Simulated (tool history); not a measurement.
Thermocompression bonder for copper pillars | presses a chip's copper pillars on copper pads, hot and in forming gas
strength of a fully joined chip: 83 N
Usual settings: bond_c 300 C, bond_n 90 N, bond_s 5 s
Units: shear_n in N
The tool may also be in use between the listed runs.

{"run": 1, "hour": 0.0, "bond_c": 300, "bond_n": 90, "bond_s": 5, "shear_n": 33.3}
{"run": 2, "hour": 7.7, "bond_c": 300, "bond_n": 90, "bond_s": 5, "shear_n": 33}
{"run": 3, "hour": 15.4, "bond_c": 300, "bond_n": 90, "bond_s": 5, "shear_n": 32.8}
{"run": 4, "hour": 21.2, "bond_c": 300, "bond_n": 90, "bond_s": 10, "shear_n": 42.6}
{"run": 5, "hour": 29.7, "bond_c": 300, "bond_n": 90, "bond_s": 10, "shear_n": 42.1}
{"run": 6, "hour": 38.7, "bond_c": 300, "bond_n": 60, "bond_s": 5, "shear_n": 23.3}
{"run": 7, "hour": 45.4, "bond_c": 300, "bond_n": 60, "bond_s": 5, "shear_n": 23.5}
{"run": 8, "hour": 52.6, "bond_c": 300, "bond_n": 60, "bond_s": 5, "shear_n": 23.1}
{"run": 9, "hour": 59.4, "bond_c": 300, "bond_n": 60, "bond_s": 5, "shear_n": 23.3}
{"run": 10, "hour": 64.6, "bond_c": 304, "bond_n": 90, "bond_s": 5, "shear_n": 35.1}
{"run": 11, "hour": 69.6, "bond_c": 304, "bond_n": 90, "bond_s": 5, "shear_n": 35.1}
{"run": 12, "hour": 76.2, "bond_c": 290, "bond_n": 121, "bond_s": 13, "shear_n": 49.6}
{"run": 13, "hour": 84.9, "bond_c": 306, "bond_n": 88, "bond_s": 3, "shear_n": 29.3}
{"run": 14, "hour": 90.6, "bond_c": 315, "bond_n": 130, "bond_s": 7, "shear_n": 57}
{"run": 15, "hour": 98.2, "bond_c": 276, "bond_n": 95, "bond_s": 7, "shear_n": 26.5}
{"run": 16, "hour": 104.5, "bond_c": 318, "bond_n": 95, "bond_s": 5, "shear_n": 44.1}
{"run": 17, "hour": 111.5, "bond_c": 289, "bond_n": 57, "bond_s": 5, "shear_n": 19}
{"run": 18, "hour": 116.2, "bond_c": 300, "bond_n": 55, "bond_s": 5, "shear_n": 21.8}
{"run": 19, "hour": 121.5, "bond_c": 300, "bond_n": 90, "bond_s": 3, "shear_n": 27.3}
{"run": 20, "hour": 128.2, "bond_c": 300, "bond_n": 135, "bond_s": 4, "shear_n": 41.1}

Forecast each of these 5 alternatives for the next run:
{"run": "A", "hour": 134.3, "bond_c": 278, "bond_n": 135, "bond_s": 4, "shear_n": "?"}
{"run": "B", "hour": 134.3, "bond_c": 300, "bond_n": 133, "bond_s": 10, "shear_n": "?"}
{"run": "C", "hour": 134.3, "bond_c": 310, "bond_n": 71, "bond_s": 9, "shear_n": "?"}
{"run": "D", "hour": 134.3, "bond_c": 321, "bond_n": 69, "bond_s": 3, "shear_n": "?"}
{"run": "E", "hour": 134.3, "bond_c": 315, "bond_n": 95, "bond_s": 4, "shear_n": "?"}

run=A shear_n=29.4
run=B shear_n=54.4
run=C shear_n=39.3
run=D shear_n=29.6
run=E shear_n=39
Without the tool's hidden state the same runs would have given:
run=A shear_n=29.4
run=B shear_n=54.4
run=C shear_n=39.3
run=D shear_n=29.6
run=E shear_n=39

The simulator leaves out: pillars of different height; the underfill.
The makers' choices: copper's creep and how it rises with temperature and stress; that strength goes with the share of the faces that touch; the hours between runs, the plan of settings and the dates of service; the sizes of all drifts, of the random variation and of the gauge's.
